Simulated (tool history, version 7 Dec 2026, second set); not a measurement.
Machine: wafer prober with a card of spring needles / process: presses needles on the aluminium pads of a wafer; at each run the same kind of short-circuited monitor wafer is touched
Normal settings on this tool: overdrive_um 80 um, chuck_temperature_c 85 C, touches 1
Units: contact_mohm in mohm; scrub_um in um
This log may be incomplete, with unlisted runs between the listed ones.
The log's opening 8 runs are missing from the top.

run,hour,overdrive_um,chuck_temperature_c,touches,contact_mohm,scrub_um
# hour 257.8: tips cleaned on abrasive film
9,265.0,80,85,1,265,14.00
# hour 288.4: tips cleaned on abrasive film
10,303.8,80,85,1,261,13.98
# hour 319.3: tips cleaned on abrasive film
# hour 349.6: tips cleaned on abrasive film
11,353.8,80,85,2,264,13.95
# hour 379.3: tips cleaned on abrasive film
12,379.3,80,85,1,262,13.94
# hour 411.0: tips cleaned on abrasive film
13,427.2,80,85,1,265,13.97
# hour 443.9: tips cleaned on abrasive film
# hour 463.1: height of the first contact set anew
14,468.9,80,85,1,261,13.92
# hour 477.1: tips cleaned on abrasive film
15,500.9,87,85,1,264,15.12
# hour 508.5: tips cleaned on abrasive film
16,528.3,87,85,1,263,15.18
# hour 538.2: tips cleaned on abrasive film
17,564.1,96,26,1,246,16.72
# hour 569.1: tips cleaned on abrasive film
# hour 599.1: tips cleaned on abrasive film
18,607.1,96,26,1,250,16.69
# hour 630.0: tips cleaned on abrasive film
19,639.4,96,26,1,250,16.66
# hour 660.4: tips cleaned on abrasive film
20,667.7,74,42,1,251,12.83
# hour 690.6: tips cleaned on abrasive film
# hour 695.8: height of the first contact set anew
21,710.5,73,25,2,244,12.67
# hour 721.7: tips cleaned on abrasive film
22,736.8,78,122,2,273,13.52
# hour 752.4: tips cleaned on abrasive film
23,759.9,66,73,2,262,11.41
# hour 784.4: tips cleaned on abrasive film
24,798.1,80,112,1,273,13.83
# hour 815.6: tips cleaned on abrasive film
25,825.2,98,51,2,250,16.97
# hour 845.5: tips cleaned on abrasive film
26,860.5,80,50,1,257,13.79
# hour 875.8: tips cleaned on abrasive film
27,892.7,80,50,1,257,13.77
# hour 905.9: tips cleaned on abrasive film
28,927.2,80,50,1,257,13.78
# hour 932.5: height of the first contact set anew
# hour 940.0: tips cleaned on abrasive film
29,959.6,62,102,2,271,10.69
# hour 972.4: tips cleaned on abrasive film
30,996.2,80,85,1,264,13.74
# hour 1000.2: gauge calibrated
# hour 1005.1: tips cleaned on abrasive film
# hour 1038.4: tips cleaned on abrasive film
31,1038.9,91,85,2,264,16.02
# hour 1070.0: tips cleaned on abrasive film
32,1084.9,91,85,2,266,15.96

Branching from run 32: 3 alternative next runs. What would each branch give?
# hour 1103.4: tips cleaned on abrasive film
# hour 1135.1: tips cleaned on abrasive film
A,1135.1,68,52,1,?,?
# hour 1103.4: tips cleaned on abrasive film
# hour 1135.1: tips cleaned on abrasive film
B,1135.1,95,85,1,?,?
# hour 1103.4: tips cleaned on abrasive film
# hour 1135.1: tips cleaned on abrasive film
C,1135.1,91,85,2,?,?

run,contact_mohm,scrub_um
A,254,11.94
B,263,16.65
C,261,15.99
With no hidden state in the tool, these same runs would have given:
run,contact_mohm,scrub_um
A,254,11.98
B,263,16.70
C,261,16.05

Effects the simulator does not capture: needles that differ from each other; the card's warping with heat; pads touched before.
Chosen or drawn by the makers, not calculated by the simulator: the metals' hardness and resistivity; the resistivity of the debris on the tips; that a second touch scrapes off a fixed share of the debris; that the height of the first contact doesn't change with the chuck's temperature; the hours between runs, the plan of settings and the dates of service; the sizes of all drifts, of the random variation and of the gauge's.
